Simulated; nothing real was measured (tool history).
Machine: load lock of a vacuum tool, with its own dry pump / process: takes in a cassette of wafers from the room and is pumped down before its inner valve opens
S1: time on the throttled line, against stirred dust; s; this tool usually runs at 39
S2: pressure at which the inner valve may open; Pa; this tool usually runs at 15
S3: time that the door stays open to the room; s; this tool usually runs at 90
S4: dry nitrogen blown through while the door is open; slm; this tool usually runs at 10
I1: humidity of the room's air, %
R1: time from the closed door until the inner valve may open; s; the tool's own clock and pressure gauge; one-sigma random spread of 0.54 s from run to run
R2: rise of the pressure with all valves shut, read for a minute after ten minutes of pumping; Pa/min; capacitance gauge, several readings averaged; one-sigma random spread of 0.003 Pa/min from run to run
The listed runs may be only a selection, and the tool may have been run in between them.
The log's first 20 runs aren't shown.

run 21 hour=4075.8 | S1=41 S2=15 S3=90 S4=5 | I1=46.9 | R1=74.4 R2=0.07
run 22 hour=4267.1 | S1=45 S2=22 S3=90 S4=5 | I1=43.9 | R1=76.2 R2=0.063
run 23 hour=4384.2 | S1=43 S2=22 S3=102 S4=5 | I1=42.7 | R1=75.5 R2=0.065
run 24 hour=4592.1 | S1=43 S2=22 S3=58 S4=4 | I1=42.3 | R1=74.9 R2=0.045
run 25 hour=4812.9 | S1=43 S2=22 S3=58 S4=4 | I1=45.7 | R1=74.3 R2=0.052
run 26 hour=5014.7 | S1=43 S2=22 S3=58 S4=4 | I1=46.9 | R1=75 R2=0.05
run 27 hour=5250.1 | S1=75 S2=10 S3=172 S4=4 | I1=46 | R1=102.6 R2=0.116
run 28 hour=5504.6 | S1=75 S2=10 S3=172 S4=4 | I1=46 | R1=102.5 R2=0.108
run 29 hour=5724.3 | S1=31 S2=19 S3=90 S4=10 | I1=45.3 | R1=66.8 R2=0.048
run 30 hour=5887.9 | S1=57 S2=15 S3=46 S4=10 | I1=43.1 | R1=86.9 R2=0.028
run 31 hour=6087.4 | S1=57 S2=15 S3=46 S4=10 | I1=45.9 | R1=88.4 R2=0.034
run 32 hour=6298.3 | S1=74 S2=15 S3=53 S4=10 | I1=44.9 | R1=99.5 R2=0.028
run 33 hour=6423.7 | S1=74 S2=15 S3=53 S4=10 | I1=44.9 | R1=99.4 R2=0.032

Forecast each of these 4 alternatives for the next run:
run A hour=6537.6 | S1=39 S2=15 S3=62 S4=10 | I1=44.6 | R1=? R2=?
run B hour=6537.6 | S1=47 S2=24 S3=90 S4=10 | I1=41.9 | R1=? R2=?
run C hour=6537.6 | S1=24 S2=15 S3=53 S4=10 | I1=44 | R1=? R2=?
run D hour=6537.6 | S1=56 S2=21 S3=53 S4=10 | I1=45.7 | R1=? R2=?

run=A R1=73.3 R2=0.033
run=B R1=77.3 R2=0.045
run=C R1=62.6 R2=0.038
run=D R1=84.8 R2=0.036
Stripped of hidden state, with their random variation kept, the same runs would have yielded:
run=A R1=73.3 R2=0.033
run=B R1=77.3 R2=0.044
run=C R1=62.6 R2=0.037
run=D R1=84.8 R2=0.035
